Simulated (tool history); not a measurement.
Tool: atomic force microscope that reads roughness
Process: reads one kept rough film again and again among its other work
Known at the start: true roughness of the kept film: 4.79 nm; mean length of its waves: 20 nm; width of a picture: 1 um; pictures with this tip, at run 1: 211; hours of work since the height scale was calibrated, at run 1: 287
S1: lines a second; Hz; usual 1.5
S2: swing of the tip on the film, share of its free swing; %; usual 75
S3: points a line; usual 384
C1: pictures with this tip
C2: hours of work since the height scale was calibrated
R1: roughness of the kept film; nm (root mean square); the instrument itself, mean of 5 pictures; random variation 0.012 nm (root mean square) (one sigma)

run   hour    S1  S2   S3   C1   C2     R1
  1      0   1.5  75  384  211  287  1.703
  2   13.6  1.72  75  384  231  293  1.626
  3   21.6  1.72  75  384  242  297  1.571
      27.4  -- new tip fitted
  4   35.5  1.72  75  384   12  304  2.755
  5   48.7   1.5  65  384   31  310  2.717
  6     62   1.5  65  384   50  317  2.565
  7   76.4  3.61  75  555   71  324  2.088
  8   85.8  3.61  75  555   85  328  2.016
  9   95.2  1.43  64  499   98  333  2.284
 10  106.1   1.2  82  284  114  338  2.028
 11  119.9  1.31  64  355  134  345  2.065

4 ways to go on from here, each from the tool as it stands after run 11. What would each give?
  A  131.5   2.9  64  355  151  350   ?
  B  131.5   1.5  59  905  151  350   ?
  C  131.5  3.97  67  350  151  350   ?
  D  131.5   1.5  64  289  151  350   ?

run     R1
  A  1.882
  B  2.048
  C  1.773
  D  1.957
Without the tool's hidden state the same runs would have given:
run     R1
  A    2.9
  B  3.152
  C  2.733
  D  3.013
